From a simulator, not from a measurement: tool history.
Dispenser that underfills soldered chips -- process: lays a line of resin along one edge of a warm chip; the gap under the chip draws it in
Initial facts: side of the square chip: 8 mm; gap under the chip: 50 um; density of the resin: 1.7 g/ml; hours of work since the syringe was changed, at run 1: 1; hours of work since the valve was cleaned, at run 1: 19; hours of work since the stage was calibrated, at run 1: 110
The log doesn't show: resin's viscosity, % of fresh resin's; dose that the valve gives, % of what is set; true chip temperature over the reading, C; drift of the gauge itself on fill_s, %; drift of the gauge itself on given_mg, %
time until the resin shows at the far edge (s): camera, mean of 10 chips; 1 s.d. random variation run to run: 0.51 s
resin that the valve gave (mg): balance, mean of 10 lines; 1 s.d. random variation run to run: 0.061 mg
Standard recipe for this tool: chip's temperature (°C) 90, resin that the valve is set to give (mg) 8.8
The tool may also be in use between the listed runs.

run,hour,chip's temperature (°C),resin that the valve is set to give (mg),hours of work since the syringe was changed,hours of work since the valve was cleaned,hours of work since the stage was calibrated,time until the resin shows at the far edge (s),resin that the valve gave (mg)
1,0,90,8.8,1,19,110,44.5,8.63
2,4,90,8.8,4,22,113,50.8,8.63
3,8,90,8.8,6,25,115,58.8,8.55
# hour 11: new syringe of resin
4,12.3,90,8.8,1,28,118,45.3,8.61
5,15.3,90,8.8,3,30,121,50.2,8.52
6,19,90,8.8,6,33,123,58.3,8.59
# hour 22.5: new syringe of resin
7,23.8,90,8.8,1,36,127,44.5,8.48
8,29.1,90,8.92,5,40,130,54.1,8.57
9,33.7,90,8.92,8,43,134,63.8,8.61
# hour 34.4: new syringe of resin
10,38.1,90,8.92,3,46,137,49.9,8.58
11,40.6,90,8.8,5,48,139,54.1,8.39
12,44.1,90,9.46,7,51,141,60,8.95
# hour 46.1: new syringe of resin
13,49.6,90,9.46,3,55,145,49.8,9.02

What will run 14 give?
14,53.5,90,9.46,5,58,148,?,?

Run 14 came out at time until the resin shows at the far edge (s) 55.2, resin that the valve gave (mg) 8.99.
If the tool had no hidden condition, the same run with the same run-to-run variation would have returned time until the resin shows at the far edge (s) 40.3, resin that the valve gave (mg) 9.48.
